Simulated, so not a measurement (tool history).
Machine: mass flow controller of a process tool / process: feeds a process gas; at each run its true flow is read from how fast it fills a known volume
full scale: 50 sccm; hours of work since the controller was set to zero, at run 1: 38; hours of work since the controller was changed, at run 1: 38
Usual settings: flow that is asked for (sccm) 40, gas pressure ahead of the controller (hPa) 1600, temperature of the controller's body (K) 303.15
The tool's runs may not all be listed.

run    hour  flow that is asked for (sccm)  gas pressure ahead of the controller (hPa)  temperature of the controller's body (K)  hours of work since the controller was set to zero  hours of work since the controller was changed  true flow (%)
  1       0                             40                                        1600                                    303.15                                                  38                                              38          99.24
  2   139.3                             40                                        1600                                    303.15                                                  92                                              92          99.14
  3   450.1                             40                                        1600                                    303.15                                                 212                                             212          99.26
  4   757.2                             40                                        1600                                    303.15                                                 330                                             330          99.31
  5   920.4                             40                                        1600                                    303.15                                                 393                                             393          99.25
  6  1204.3                             40                                        1600                                    303.15                                                 502                                             502          99.27
  7  1458.5                             40                                        1600                                    303.15                                                 600                                             600          99.37
  8    1739                             40                                        1600                                    303.15                                                 708                                             708          99.41
  9  2015.9                              9                                        1600                                    299.15                                                 815                                             815          97.39
 10  2185.9                             10                                        1430                                    305.15                                                 880                                             880          97.38
 11  2370.3                             16                                        2000                                    306.15                                                 951                                             951          97.63
 12  2591.1                             16                                        2000                                    306.15                                                1036                                            1036          97.62
 13    2861                             29                                        1630                                    294.15                                                1141                                            1141          99.75
 14  3045.1                             15                                        1780                                    296.15                                                1211                                            1211          98.36
 15  3203.4                             27                                        1780                                    296.15                                                1272                                            1272           99.3
 16  3441.4                             40                                        2710                                    296.15                                                1364                                            1364          99.83

3 ways to go on from here, each from the tool as it stands after run 16. What would each give?
  A  3672.6                             12                                        1440                                    303.15                                                1453                                            1453              ?
  B  3672.6                             40                                        2130                                    301.15                                                1453                                            1453              ?
  C  3672.6                             40                                        2660                                    296.15                                                1453                                            1453              ?

run  true flow (%)
  A          97.78
  B          99.72
  C          99.82
Had the tool no hidden state, the same runs would have come out as:
run  true flow (%)
  A           97.9
  B          99.18
  C          99.27
